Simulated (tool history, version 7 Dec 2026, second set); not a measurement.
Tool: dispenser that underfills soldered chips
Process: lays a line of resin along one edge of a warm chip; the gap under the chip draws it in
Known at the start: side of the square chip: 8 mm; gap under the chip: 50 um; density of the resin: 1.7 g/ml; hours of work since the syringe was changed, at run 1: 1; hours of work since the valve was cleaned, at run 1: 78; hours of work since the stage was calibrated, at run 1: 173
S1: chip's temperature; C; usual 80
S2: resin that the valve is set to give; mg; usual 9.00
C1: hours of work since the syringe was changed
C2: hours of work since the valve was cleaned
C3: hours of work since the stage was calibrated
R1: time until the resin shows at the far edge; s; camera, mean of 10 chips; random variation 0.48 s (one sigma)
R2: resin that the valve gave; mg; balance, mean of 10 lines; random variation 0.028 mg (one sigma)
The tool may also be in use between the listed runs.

run	hour	S1	S2	C1	C2	C3	R1	R2
1	0.0	80	9.00	1	78	173	39.4	8.65
# hour 7.0: dispensing valve cleaned and set on the balance
2	8.5	80	9.00	5	1	178	49.2	9.03
3	17.2	80	9.00	11	6	183	63.6	8.97
# hour 18.8: new syringe of resin
4	25.6	80	9.00	4	12	189	47.8	9.00
5	34.2	80	9.00	10	17	194	61.3	8.99
# hour 37.7: new syringe of resin
6	45.0	80	9.00	5	24	201	46.8	8.94
7	55.5	80	9.00	11	30	207	65.1	8.90
# hour 56.5: new syringe of resin
8	64.2	80	9.00	5	36	213	47.6	8.91
9	74.3	80	9.00	11	42	219	65.6	8.81
# hour 75.4: new syringe of resin
10	84.3	83	9.00	6	48	225	43.5	8.79
# hour 94.1: new syringe of resin
11	96.1	83	9.00	1	56	233	35.3	8.73
12	106.2	78	9.00	8	62	239	61.0	8.70
# hour 112.8: new syringe of resin
13	114.9	80	7.80	1	67	244	42.0	7.56
14	120.1	80	7.80	5	71	248	49.4	7.53
15	128.6	67	9.11	10	76	253	118.3	8.78
# hour 131.4: new syringe of resin
16	134.0	67	9.11	2	79	256	81.6	8.80
# hour 139.3: dispensing valve cleaned and set on the balance
17	143.4	83	7.87	7	3	262	46.6	7.86
18	149.6	79	9.09	11	7	266	67.1	9.02
# hour 151.5: new syringe of resin
19	161.7	79	9.09	7	14	273	54.8	9.00
# hour 170.6: new syringe of resin
20	173.0	93	9.14	2	21	280	22.6	9.03
21	184.6	93	9.14	9	28	287	30.7	8.98
# hour 189.6: new syringe of resin
22	190.8	93	9.14	1	32	291	22.6	8.97
23	195.8	91	8.63	4	35	294	28.7	8.46

4 ways to go on from here, each from the tool as it stands after run 23. What would each give?
A	201.4	66	8.05	8	39	298	?	?
B	201.4	68	8.63	8	39	298	?	?
C	201.4	81	7.77	8	39	298	?	?
D	201.4	78	8.63	8	39	298	?	?

run	R1	R2
A	118.5	7.86
B	106.9	8.44
C	55.1	7.62
D	62.3	8.44
Without the tool's hidden state the same runs would have given:
run	R1	R2
A	77.4	8.02
B	70.0	8.62
C	36.1	7.78
D	40.9	8.62
